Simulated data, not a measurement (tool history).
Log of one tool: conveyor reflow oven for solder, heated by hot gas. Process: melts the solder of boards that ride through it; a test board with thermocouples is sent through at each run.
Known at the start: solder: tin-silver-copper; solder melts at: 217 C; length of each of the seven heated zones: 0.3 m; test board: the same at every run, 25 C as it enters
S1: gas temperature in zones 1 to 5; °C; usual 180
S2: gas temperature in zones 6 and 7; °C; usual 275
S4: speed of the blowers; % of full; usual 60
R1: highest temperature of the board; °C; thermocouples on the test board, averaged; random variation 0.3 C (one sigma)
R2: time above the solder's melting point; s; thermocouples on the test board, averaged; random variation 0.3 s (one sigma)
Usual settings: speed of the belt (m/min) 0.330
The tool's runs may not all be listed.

run 1 hour=0.0 | S1=180 S2=275 speed_of_the_belt_(m/min)=0.330 S4=60 | R1=264.5 R2=97.1
run 2 hour=5.5 | S1=180 S2=275 speed_of_the_belt_(m/min)=0.390 S4=60 | R1=260.0 R2=77.5
run 3 hour=10.7 | S1=180 S2=275 speed_of_the_belt_(m/min)=0.390 S4=60 | R1=259.9 R2=78.0
run 4 hour=18.8 | S1=183 S2=275 speed_of_the_belt_(m/min)=0.330 S4=60 | R1=265.0 R2=98.7
run 5 hour=24.3 | S1=183 S2=275 speed_of_the_belt_(m/min)=0.330 S4=60 | R1=265.0 R2=98.3
run 6 hour=34.4 | S1=183 S2=275 speed_of_the_belt_(m/min)=0.330 S4=60 | R1=264.7 R2=98.1
run 7 hour=40.3 | S1=183 S2=275 speed_of_the_belt_(m/min)=0.330 S4=60 | R1=265.0 R2=98.3
run 8 hour=45.4 | S1=172 S2=275 speed_of_the_belt_(m/min)=0.330 S4=60 | R1=264.2 R2=92.4
run 9 hour=50.7 | S1=172 S2=275 speed_of_the_belt_(m/min)=0.330 S4=60 | R1=263.2 R2=92.8
run 10 hour=58.4 | S1=180 S2=275 speed_of_the_belt_(m/min)=0.330 S4=60 | R1=264.4 R2=97.1
run 11 hour=64.5 | S1=180 S2=275 speed_of_the_belt_(m/min)=0.330 S4=60 | R1=264.6 R2=97.2
run 12 hour=69.5 | S1=189 S2=275 speed_of_the_belt_(m/min)=0.330 S4=60 | R1=265.5 R2=102.7
run 13 hour=77.6 | S1=189 S2=275 speed_of_the_belt_(m/min)=0.330 S4=60 | R1=265.8 R2=102.5
run 14 hour=86.8 | S1=180 S2=275 speed_of_the_belt_(m/min)=0.286 S4=60 | R1=268.4 R2=115.7
run 15 hour=92.4 | S1=180 S2=275 speed_of_the_belt_(m/min)=0.330 S4=60 | R1=264.6 R2=97.3
run 16 hour=100.6 | S1=180 S2=275 speed_of_the_belt_(m/min)=0.330 S4=60 | R1=264.8 R2=97.2
run 17 hour=110.1 | S1=194 S2=275 speed_of_the_belt_(m/min)=0.326 S4=56 | R1=266.2 R2=107.4
run 18 hour=119.6 | S1=166 S2=275 speed_of_the_belt_(m/min)=0.330 S4=84 | R1=266.0 R2=92.1
run 19 hour=128.3 | S1=166 S2=275 speed_of_the_belt_(m/min)=0.330 S4=84 | R1=265.7 R2=92.4
run 20 hour=136.0 | S1=166 S2=275 speed_of_the_belt_(m/min)=0.330 S4=84 | R1=265.8 R2=92.4
run 21 hour=144.0 | S1=166 S2=275 speed_of_the_belt_(m/min)=0.330 S4=84 | R1=265.8 R2=93.1
run 22 hour=152.8 | S1=166 S2=275 speed_of_the_belt_(m/min)=0.330 S4=84 | R1=266.2 R2=91.8
run 23 hour=163.1 | S1=166 S2=275 speed_of_the_belt_(m/min)=0.330 S4=84 | R1=266.3 R2=92.5
run 24 hour=170.9 | S1=192 S2=283 speed_of_the_belt_(m/min)=0.311 S4=84 | R1=277.1 R2=115.6
run 25 hour=177.2 | S1=192 S2=283 speed_of_the_belt_(m/min)=0.311 S4=84 | R1=277.2 R2=115.9
run 26 hour=183.0 | S1=182 S2=269 speed_of_the_belt_(m/min)=0.301 S4=56 | R1=261.1 R2=104.6
run 27 hour=187.8 | S1=176 S2=275 speed_of_the_belt_(m/min)=0.330 S4=82 | R1=266.3 R2=96.3
run 28 hour=197.0 | S1=176 S2=275 speed_of_the_belt_(m/min)=0.330 S4=82 | R1=266.8 R2=96.7

Run 29 comes next. What will it give?
run 29 hour=202.6 | S1=180 S2=273 speed_of_the_belt_(m/min)=0.330 S4=60 | R1=? R2=?

Run 29 gave R1 262.9 °C, R2 95.6 s.
Without the tool's hidden state the same run would have given R1 262.9 °C, R2 95.5 s.

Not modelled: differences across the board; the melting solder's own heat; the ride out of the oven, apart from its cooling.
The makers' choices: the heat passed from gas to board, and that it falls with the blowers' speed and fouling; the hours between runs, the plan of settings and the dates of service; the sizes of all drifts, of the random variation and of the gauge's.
